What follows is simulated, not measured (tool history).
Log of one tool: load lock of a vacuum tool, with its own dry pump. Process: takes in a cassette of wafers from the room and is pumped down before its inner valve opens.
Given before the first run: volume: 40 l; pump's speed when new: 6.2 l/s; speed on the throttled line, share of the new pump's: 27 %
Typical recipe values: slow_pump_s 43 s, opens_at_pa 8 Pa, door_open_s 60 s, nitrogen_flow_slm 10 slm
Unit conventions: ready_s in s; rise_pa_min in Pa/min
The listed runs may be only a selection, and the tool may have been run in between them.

run     day  slow_pump_s  opens_at_pa  door_open_s  nitrogen_flow_slm  incoming humidity of the room's air, %  ready_s  rise_pa_min
  1       0           43            8           60                 10                                    43.1     94.3        0.096
  2   5.083           43            9           60                 10                                    45.3     92.7          0.1
  3   9.788           43           12           60                 10                                    48.7     90.9        0.103
  4  12.267           43           12           60                 10                                    44.8     91.8        0.094
  5  16.975           43           12           60                 10                                    46.3     91.5        0.099
  6  21.192           43            8           60                 10                                    43.6     94.8        0.097
  7  26.075           43            8           60                  7                                    43.8     93.4        0.095
  8  28.492           43            8           60                 10                                    45.2     94.2        0.104
  9  33.688           43            8           70                 18                                    46.7     94.3        0.093
 10  37.917           26            8           43                 36                                    46.1     82.5        0.072
 11   43.25           86           11          220                 16                                    45.4    123.7        0.157
 12  48.396           44            8          208                 10                                    45.5       95        0.175
 13  53.879           43            8           45                 20                                    46.9     94.9         0.08
 14  58.604           43            8           28                  8                                    44.6       95        0.084
 15  61.721           43           15           60                 10                                    45.9     90.8        0.108
 16  66.108           43           15           60                 10                                    44.6     90.5        0.103

Had the tool no unlogged condition, and each run kept its random variation, what would the results have been?
What the log doesn't record here: pump's speed, % of a new pump's; leak at the door's seal, Pa l/s; drift of the gauge itself on ready_s, %; drift of the gauge itself on rise_pa_min, %.
run  ready_s  rise_pa_min
  1     93.5        0.063
  2     91.8        0.066
  3     89.9        0.069
  4     90.8         0.06
  5     90.4        0.065
  6     93.8        0.062
  7     92.4         0.06
  8     93.2        0.068
  9     93.3        0.057
 10     81.2        0.035
 11    122.9         0.12
 12     93.8        0.137
 13     93.7        0.041
 14     93.8        0.045
 15     89.7        0.068
 16     89.3        0.063
